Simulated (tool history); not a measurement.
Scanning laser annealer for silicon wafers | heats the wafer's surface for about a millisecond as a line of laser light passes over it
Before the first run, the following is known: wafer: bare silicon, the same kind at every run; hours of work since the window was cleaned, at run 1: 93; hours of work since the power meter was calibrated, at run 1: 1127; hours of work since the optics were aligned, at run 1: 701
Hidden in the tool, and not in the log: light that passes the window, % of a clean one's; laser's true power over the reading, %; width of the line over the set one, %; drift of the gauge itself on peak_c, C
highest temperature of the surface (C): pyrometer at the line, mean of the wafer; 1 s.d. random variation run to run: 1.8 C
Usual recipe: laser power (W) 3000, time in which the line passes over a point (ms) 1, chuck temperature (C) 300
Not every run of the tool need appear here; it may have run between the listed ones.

run,hour,laser power (W),time in which the line passes over a point (ms),chuck temperature (C),hours of work since the window was cleaned,hours of work since the power meter was calibrated,hours of work since the optics were aligned,highest temperature of the surface (C)
1,0,3000,1,300,93,1127,701,1054
2,33.5,3000,0.88,300,119,1152,727,1006
3,73.9,3000,1.15,300,149,1183,758,1117
4,107,3000,1.15,300,175,1208,783,1118
5,127.9,3000,1.15,300,190,1224,799,1115
6,154.6,3000,0.81,300,211,1244,819,971
7,174.1,3000,0.81,300,226,1259,834,970
8,213.9,3000,1,300,256,1289,864,1054
9,240.6,3000,1,300,276,1310,884,1051
10,268.7,3000,1,300,298,1331,906,1051
11,295.2,3000,1,300,318,1351,926,1054
12,329.5,3000,1,300,344,1377,952,1050
13,367.3,3261,1,300,373,1406,981,1124
14,395.4,3000,1,288,394,1427,1002,1034
15,416.1,3000,1,288,410,1443,1018,1036
16,447.1,3000,1.15,300,433,1467,1041,1108
17,469,3108,1,300,450,1483,1058,1075
18,499,3000,1,300,473,1506,1081,1044
19,525.5,3000,1,300,493,1526,1101,1046
20,564.4,3000,1,300,523,1556,1131,1047
21,607.9,3000,1,300,556,1589,1164,1045
22,649.7,3000,1,300,588,1621,1196,1042
# hour 664.5: optics aligned, line set to its width
# hour 668.7: window over the wafer cleaned
23,680.6,3088,0.72,300,9,1639,11,966
24,705.4,2599,1.13,330,28,1658,30,1038
25,750.7,3299,1.13,294,62,1692,64,1211

Predict the results of run 26:
26,793.5,2560,0.71,336,95,1725,97,?

highest temperature of the surface (C): 869
With no hidden state in the tool, this same run would have given highest temperature of the surface (C) 860.
